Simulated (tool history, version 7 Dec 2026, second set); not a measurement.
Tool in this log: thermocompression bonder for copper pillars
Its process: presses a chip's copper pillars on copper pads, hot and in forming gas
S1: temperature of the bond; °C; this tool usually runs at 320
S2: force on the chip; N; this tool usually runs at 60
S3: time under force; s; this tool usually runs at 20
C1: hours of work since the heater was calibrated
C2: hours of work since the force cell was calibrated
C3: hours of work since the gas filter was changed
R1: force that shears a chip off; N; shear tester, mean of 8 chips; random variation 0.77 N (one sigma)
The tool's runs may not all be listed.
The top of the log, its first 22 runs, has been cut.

run,hour,S1,S2,S3,C1,C2,C3,R1
23,849.4,317,41,31,161,975,199,80.6
24,874.1,317,41,31,174,987,211,80.6
25,922.4,317,41,31,197,1011,235,79.3
26,959.5,323,83,16,216,1030,254,102.9
27,1011.0,323,83,16,241,1055,279,103.8
28,1045.9,317,40,43,258,1072,296,87.2
29,1083.7,317,40,43,277,1091,315,86.9
30,1112.2,317,40,43,291,1105,329,85.7
# hour 1119.9: force cell calibrated
31,1142.9,301,60,20,306,11,343,71.0
32,1167.4,301,60,20,318,23,355,70.7
33,1213.4,301,60,20,340,46,378,71.3
34,1240.5,301,60,20,354,60,392,70.7
35,1264.3,293,54,38,366,71,403,76.3
36,1313.7,293,54,38,390,96,428,74.2
37,1356.7,320,46,20,411,117,449,70.5
# hour 1368.8: forming gas filter changed
38,1385.9,320,47,35,425,131,8,97.5
39,1412.5,298,67,31,439,144,22,94.6

Alternative continuations, all from the tool just after run 39; predict every row:
A,1439.0,330,68,20,452,157,35,?
B,1439.0,334,60,60,452,157,35,?
C,1439.0,343,52,20,452,157,35,?

run,R1
A,109.2
B,133.3
C,107.7
The same runs, with their run-to-run variation unchanged, on a tool lacking any hidden condition would have given:
run,R1
A,106.6
B,131.9
C,104.9
